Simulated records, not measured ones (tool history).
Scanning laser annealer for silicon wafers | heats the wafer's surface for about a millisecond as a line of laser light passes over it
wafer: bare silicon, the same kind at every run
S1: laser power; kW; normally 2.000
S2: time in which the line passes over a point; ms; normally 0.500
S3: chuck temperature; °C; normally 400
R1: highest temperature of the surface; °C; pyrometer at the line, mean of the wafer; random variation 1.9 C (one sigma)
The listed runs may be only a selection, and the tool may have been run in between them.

Run 1, hour 0.0: usual settings. Result: R1 1102 °C.
Run 2, hour 10.3: usual settings but S1 2.095 kW. Result: R1 1135 °C.
Run 3, hour 21.8: usual settings. Result: R1 1098 °C.
At hour 40.5: optics aligned, line set to its width.
Run 4, hour 44.5: usual settings. Result: R1 1109 °C.
Run 5, hour 55.0: usual settings. Result: R1 1107 °C.
Run 6, hour 65.1: usual settings. Result: R1 1107 °C.
Run 7, hour 84.3: usual settings but S1 2.149 kW. Result: R1 1162 °C.
Run 8, hour 93.9: usual settings but S1 2.149 kW, S3 407 °C. Result: R1 1168 °C.
Run 9, hour 103.0: usual settings but S1 2.149 kW, S3 407 °C. Result: R1 1168 °C.
At hour 107.5: window over the wafer cleaned.
Run 10, hour 123.6: usual settings. Result: R1 1132 °C.
Run 11, hour 141.2: usual settings. Result: R1 1134 °C.
Run 12, hour 153.6: usual settings. Result: R1 1134 °C.
Run 13, hour 170.2: usual settings. Result: R1 1130 °C.
Run 14, hour 189.2: usual settings. Result: R1 1128 °C.
Run 15, hour 202.0: usual settings. Result: R1 1131 °C.
Run 16, hour 210.5: usual settings. Result: R1 1127 °C.
Run 17, hour 224.7: usual settings but S2 0.547 ms. Result: R1 1163 °C.
Run 18, hour 234.8: usual settings but S2 0.547 ms. Result: R1 1168 °C.
Run 19, hour 249.0: usual settings. Result: R1 1122 °C.
Run 20, hour 262.4: usual settings but S3 379 °C. Result: R1 1098 °C.
Run 21, hour 278.5: usual settings. Result: R1 1119 °C.
Run 22, hour 290.8: usual settings but S1 1.869 kW, S2 0.599 ms. Result: R1 1146 °C.
Run 23, hour 304.7: usual settings but S1 1.872 kW, S2 0.590 ms. Result: R1 1134 °C.
Run 24, hour 312.9: usual settings but S1 2.197 kW, S2 0.384 ms, S3 433 °C. Result: R1 1110 °C.
Run 25, hour 330.5: usual settings but S1 1.920 kW, S2 0.585 ms, S3 433 °C. Result: R1 1184 °C.
Run 26, hour 345.8: usual settings but S1 2.134 kW. Result: R1 1168 °C.
Run 27, hour 361.6: usual settings but S1 1.714 kW, S2 0.368 ms. Result: R1 900 °C.
Run 28, hour 381.1: usual settings but S1 1.855 kW, S2 0.368 ms, S3 409 °C. Result: R1 953 °C.
Run 29, hour 394.6: usual settings but S1 1.741 kW. Result: R1 1007 °C.
Run 30, hour 403.6: usual settings but S1 2.180 kW, S2 0.375 ms, S3 390 °C. Result: R1 1048 °C.
Run 31, hour 417.7: usual settings but S1 1.712 kW, S2 0.555 ms, S3 381 °C. Result: R1 1018 °C.
Run 32, hour 426.5: usual settings but S2 0.371 ms, S3 383 °C. Result: R1 974 °C.
Run 33, hour 437.8: usual settings but S2 0.371 ms, S3 383 °C. Result: R1 974 °C.
Run 34, hour 450.5: usual settings but S1 2.132 kW, S2 0.609 ms, S3 432 °C. Result: R1 1285 °C.
Run 35, hour 461.2: usual settings but S1 1.830 kW. Result: R1 1044 °C.
Run 36, hour 473.8: usual settings but S1 2.158 kW, S3 365 °C. Result: R1 1131 °C.
Run 37, hour 489.0: usual settings but S1 2.175 kW, S2 0.443 ms, S3 416 °C. Result: R1 1131 °C.
Run 38, hour 502.4: usual settings but S1 2.175 kW, S2 0.443 ms, S3 416 °C. Result: R1 1133 °C.
Run 39, hour 511.3: usual settings but S1 1.702 kW, S2 0.506 ms, S3 405 °C. Result: R1 996 °C.
Run 40, hour 522.6: usual settings but S1 1.702 kW, S2 0.506 ms, S3 405 °C. Result: R1 996 °C.
At hour 536.1: window over the wafer cleaned.
Run 41, hour 538.3: usual settings but S1 1.914 kW, S2 0.457 ms. Result: R1 1059 °C.

Consider 3 possible next runs. They are alternatives, not a sequence: every one starts from the tool as it was left by run 41. What does each give?
Run A, hour 549.2: usual settings but S1 2.059 kW, S2 0.604 ms, S3 434 °C. Result: R1 ?.
Run B, hour 549.2: usual settings but S1 2.140 kW, S2 0.425 ms, S3 425 °C. Result: R1 ?.
Run C, hour 549.2: usual settings but S1 1.914 kW, S2 0.433 ms. Result: R1 ?.

run    R1
  A  1272
  B  1136
  C  1037
What these runs would have given with no unlogged condition in the tool:
run    R1
  A  1285
  B  1147
  C  1047
